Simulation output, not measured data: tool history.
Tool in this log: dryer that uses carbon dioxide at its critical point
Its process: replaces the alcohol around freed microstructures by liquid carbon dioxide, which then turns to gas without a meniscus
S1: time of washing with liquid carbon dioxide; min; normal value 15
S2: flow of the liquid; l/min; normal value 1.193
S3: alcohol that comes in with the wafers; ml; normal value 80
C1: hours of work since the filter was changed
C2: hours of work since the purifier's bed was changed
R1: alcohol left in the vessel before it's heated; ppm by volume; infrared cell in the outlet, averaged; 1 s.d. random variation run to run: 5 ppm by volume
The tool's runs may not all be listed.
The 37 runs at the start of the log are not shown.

| run | hour | S1 | S2 | S3 | C1 | C2 | R1 |
|---|---|---|---|---|---|---|---|
| 38 | 577.4 | 21 | 0.820 | 80 | 274 | 47 | 40 |
| 39 | 589.4 | 24 | 1.920 | 80 | 282 | 55 | 33 |
| 40 | 606.4 | 15 | 1.430 | 26 | 294 | 67 | 39 |
| 41 | 616.7 | 20 | 1.370 | 80 | 301 | 74 | 43 |
| 42 | 630.5 | 14 | 1.370 | 80 | 311 | 84 | 60 |
| 43 | 653.9 | 14 | 1.370 | 87 | 327 | 101 | 67 |
| 44 | 665.5 | 10 | 0.920 | 23 | 336 | 109 | 304 |
| 45 | 675.9 | 11 | 0.920 | 41 | 343 | 116 | 366 |
| 46 | 695.9 | 9 | 0.920 | 41 | 357 | 130 | 742 |
| 47 | 712.4 | 9 | 0.920 | 41 | 368 | 142 | 747 |
| 48 | 728.9 | 9 | 1.900 | 83 | 380 | 153 | 115 |

Below are 3 alternative next runs, each starting from the tool's condition after run 48. Predict each:
| A | 749.9 | 10 | 1.900 | 109 | 395 | 168 | ? |
| B | 749.9 | 12 | 0.800 | 31 | 395 | 168 | ? |
| C | 749.9 | 23 | 1.240 | 112 | 395 | 168 | ? |

| run | R1 |
|---|---|
| A | 109 |
| B | 377 |
| C | 78 |
Stripped of hidden state, with their random variation kept, the same runs would have yielded:
| run | R1 |
|---|---|
| A | 22 |
| B | 222 |
| C | 5 |
